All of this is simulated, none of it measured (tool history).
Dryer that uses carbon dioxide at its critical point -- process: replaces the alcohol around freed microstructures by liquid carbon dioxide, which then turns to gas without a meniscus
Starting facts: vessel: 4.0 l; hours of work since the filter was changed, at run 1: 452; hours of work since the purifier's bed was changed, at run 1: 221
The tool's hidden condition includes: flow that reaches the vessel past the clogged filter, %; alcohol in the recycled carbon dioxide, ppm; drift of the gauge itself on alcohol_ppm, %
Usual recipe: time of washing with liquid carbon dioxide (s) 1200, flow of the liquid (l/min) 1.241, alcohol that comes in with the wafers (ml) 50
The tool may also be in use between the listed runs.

run	hour	time of washing with liquid carbon dioxide (s)	flow of the liquid (l/min)	alcohol that comes in with the wafers (ml)	hours of work since the filter was changed	hours of work since the purifier's bed was changed	alcohol left in the vessel before it's heated (ppm by volume)
1	0	1200	1.241	50	452	221	131
2	6.3	1200	1.241	50	456	225	138
3	14.6	1200	1.241	50	461	230	130
4	20.8	1200	1.241	50	465	234	124
5	31.9	1200	1.241	50	472	241	139
6	38.8	1200	1.241	50	477	246	126
7	48	1200	1.9	50	483	252	62
8	53.3	1200	1.9	50	486	255	66
9	59.7	1200	1.9	50	491	260	68
10	64.8	1200	1.9	50	494	263	74
11	72.5	1200	1.05	50	499	268	248
12	78.1	1200	1.05	50	503	272	236
13	83.8	840	1.241	50	506	275	421
14	90	840	1.241	50	510	279	428
15	95.2	1260	1.241	50	514	283	131
16	100.7	900	1.241	55	517	286	382
17	108.6	1740	1.241	67	522	291	89
18	113.5	1200	1.9	27	526	295	74
19	118.6	1200	1.9	27	529	298	78
20	127.9	1200	1.9	27	535	304	83
21	133.8	1200	1.9	27	539	308	70
22	140.7	1200	0.88	50	543	312	467
23	149.3	900	1.65	112	549	318	248
24	159.3	900	1.65	112	556	325	253
25	165.2	900	1.65	36	559	328	133
26	173.8	1020	1.241	72	565	334	352
# hour 180.5: inlet filter changed
27	184.5	1200	0.94	50	3	340	208
28	190	1620	1.75	50	6	344	82
29	200.9	1920	1.241	105	13	351	86

5 ways to go on from here, each from the tool as it stands after run 29. What would each give?
A	212.4	1560	0.79	105	21	359	?
B	212.4	1560	0.88	95	21	359	?
C	212.4	1800	1.08	50	21	359	?
D	212.4	720	2.08	85	21	359	?
E	212.4	1020	1.56	90	21	359	?

run	alcohol left in the vessel before it's heated (ppm by volume)
A	295
B	196
C	90
D	128
E	113
What these runs would have given with no unlogged condition in the tool:
run	alcohol left in the vessel before it's heated (ppm by volume)
A	208
B	113
C	8
D	47
E	33

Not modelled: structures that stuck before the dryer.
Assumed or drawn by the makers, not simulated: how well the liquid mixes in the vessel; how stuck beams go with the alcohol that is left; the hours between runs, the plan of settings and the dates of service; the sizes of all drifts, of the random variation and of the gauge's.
